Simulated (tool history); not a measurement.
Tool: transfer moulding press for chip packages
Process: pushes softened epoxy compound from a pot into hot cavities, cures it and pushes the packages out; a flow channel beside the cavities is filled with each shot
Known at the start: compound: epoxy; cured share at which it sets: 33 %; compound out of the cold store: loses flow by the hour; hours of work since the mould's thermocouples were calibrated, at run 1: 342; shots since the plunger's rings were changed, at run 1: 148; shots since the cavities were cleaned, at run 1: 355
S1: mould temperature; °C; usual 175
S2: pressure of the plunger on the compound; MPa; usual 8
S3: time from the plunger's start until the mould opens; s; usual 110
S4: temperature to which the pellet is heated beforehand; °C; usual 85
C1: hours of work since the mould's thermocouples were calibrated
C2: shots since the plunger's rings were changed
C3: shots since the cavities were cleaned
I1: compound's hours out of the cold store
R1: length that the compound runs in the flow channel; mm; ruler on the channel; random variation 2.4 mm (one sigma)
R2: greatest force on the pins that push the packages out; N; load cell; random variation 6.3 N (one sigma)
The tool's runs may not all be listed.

run,hour,S1,S2,S3,S4,C1,C2,C3,I1,R1,R2
1,0,175,8,110,85,342,148,355,11,840,248
2,26,175,8,110,85,353,323,530,23.9,807,236
3,63.9,175,8,110,85,370,578,785,20.9,816,246
# hour 74.6: cavities cleaned with cleaning compound and waxed
4,96.6,175,8,110,85,383,788,148,43,760,246
5,119.2,175,8,110,85,393,941,301,11.4,840,244
6,143.8,175,8,110,85,404,1106,466,45.6,754,230
7,178.2,175,8,110,85,419,1337,697,9.4,843,240
# hour 201.5: cavities cleaned with cleaning compound and waxed
8,207,175,8,110,85,431,1522,38,18.3,824,234
9,243.8,175,8,93,85,446,1769,285,8.2,849,311
10,266.6,175,8,110,82,456,1923,439,43.6,763,242
11,290.2,175,8,110,82,467,2081,597,24.7,805,243
12,321.2,175,8,110,85,480,2290,806,8.2,847,255
# hour 327.7: cavities cleaned with cleaning compound and waxed
13,346,175,8,119,85,490,2447,123,45.9,755,224
14,369.1,175,8,110,85,500,2603,279,31.5,787,238
15,407.3,175,8,110,85,517,2860,536,42.1,765,232
16,446.1,175,8,110,85,533,3121,797,22.8,811,249
# hour 452.7: cavities cleaned with cleaning compound and waxed
17,477.8,182,7.98,121,76,546,3324,168,12.5,806,213
18,499.3,183,7.74,98,78,556,3469,313,29.3,756,218
# hour 512: mould's thermocouples calibrated
19,529.3,173,8.06,110,85,7,3658,502,11.3,851,265
20,551.3,175,8,142,79,17,3806,650,35.5,780,216
21,569.1,175,8.51,98,92,25,3926,770,45.5,779,265
# hour 580.6: cavities cleaned with cleaning compound and waxed
22,606.5,169,9.75,110,85,40,4168,175,44.8,863,331
23,638.9,169,9.75,110,85,54,4386,393,38.8,884,330
24,672.7,169,8,110,92,69,4614,621,43.6,783,341
25,699,168,9.27,110,85,80,4790,797,26.7,893,384
# hour 705.3: cavities cleaned with cleaning compound and waxed
26,737.3,183,9.27,119,85,96,5039,216,25.4,828,216
27,759,183,9.27,119,85,106,5184,361,39.9,801,217

Hidden state at the last listed run before each entry between runs and at the first one after, where it differs:
Between runs 3 and 4: cavities cleaned with cleaning compound and waxed (hour 74.6)
  grip of the stained cavities, % over clean ones': 1.1 -> 0.4
Between runs 7 and 8: cavities cleaned with cleaning compound and waxed (hour 201.5)
  grip of the stained cavities, % over clean ones': 1.1 -> 0.1
Between runs 12 and 13: cavities cleaned with cleaning compound and waxed (hour 327.7)
  pressure that reaches the compound, % of what is set: 99.94 -> 99.93; grip of the stained cavities, % over clean ones': 1.1 -> 0.3
Between runs 16 and 17: cavities cleaned with cleaning compound and waxed (hour 452.7)
  pressure that reaches the compound, % of what is set: 99.92 -> 99.91; grip of the stained cavities, % over clean ones': 1.1 -> 0.4
Between runs 18 and 19: mould's thermocouples calibrated (hour 512)
  true mould temperature over the reading, C: -0.01 -> 0; pressure that reaches the compound, % of what is set: 99.91 -> 99.9; grip of the stained cavities, % over clean ones': 0.7 -> 0.9
Between runs 21 and 22: cavities cleaned with cleaning compound and waxed (hour 580.6)
  grip of the stained cavities, % over clean ones': 1.1 -> 0.4
Between runs 25 and 26: cavities cleaned with cleaning compound and waxed (hour 705.3)
  pressure that reaches the compound, % of what is set: 99.87 -> 99.86; grip of the stained cavities, % over clean ones': 1.1 -> 0.5
